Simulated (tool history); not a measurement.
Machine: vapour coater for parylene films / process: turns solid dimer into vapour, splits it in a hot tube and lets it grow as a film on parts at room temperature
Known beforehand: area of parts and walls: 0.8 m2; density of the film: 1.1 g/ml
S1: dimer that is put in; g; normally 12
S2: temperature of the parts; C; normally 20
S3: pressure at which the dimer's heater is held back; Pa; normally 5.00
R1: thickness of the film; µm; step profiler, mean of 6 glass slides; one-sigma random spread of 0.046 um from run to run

run,hour,S1,S2,S3,R1
1,0.0,12,20,5.00,9.90
2,8.2,12,20,5.00,10.02
3,25.0,12,20,5.00,9.92
4,35.5,12,20,5.00,10.01
5,43.8,12,20,5.00,9.93
6,52.0,12,20,5.00,9.91
7,60.0,12,20,5.00,9.90
8,75.9,12,20,5.00,9.91
9,91.2,7,20,5.00,5.76
10,100.6,12,20,5.00,9.82
11,113.8,12,20,5.00,9.85
12,127.8,12,20,3.99,10.19
13,137.8,12,28,3.99,7.03
14,149.3,12,20,5.00,9.87
# hour 151.9: table's thermometer calibrated
15,159.2,12,20,5.00,9.81
16,173.4,8,20,5.00,6.59
17,181.1,8,20,5.00,6.55
18,190.2,12,17,5.00,11.21
# hour 200.5: table's thermometer calibrated, once more
19,203.5,12,20,5.00,9.77
20,213.0,12,20,5.00,9.72
21,227.3,12,20,5.00,9.79
22,239.2,12,16,5.00,11.64
23,251.8,12,16,5.00,11.70
24,266.6,12,20,5.00,9.68
25,280.2,12,31,4.18,6.02
26,293.7,11,24,3.34,7.72
27,307.3,11,24,3.34,7.74
28,318.5,11,24,3.34,7.69
29,327.2,19,13,5.00,19.88
30,343.0,7,13,4.13,7.29
31,350.6,10,20,2.63,8.68
32,361.5,10,20,2.63,8.61
33,374.2,8,20,8.62,6.04
34,388.3,9,14,8.85,8.85
35,402.1,9,14,8.85,8.95
36,410.7,11,20,11.99,8.07
37,428.1,18,15,11.99,16.45
38,443.8,14,20,5.38,10.96
39,458.0,14,20,5.38,11.10

Run 40 comes next. What will it give?
40,469.3,8,23,2.69,?

R1: 5.95 µm
Minus the tool's unlogged condition, the same run would have read R1 6.39 µm.
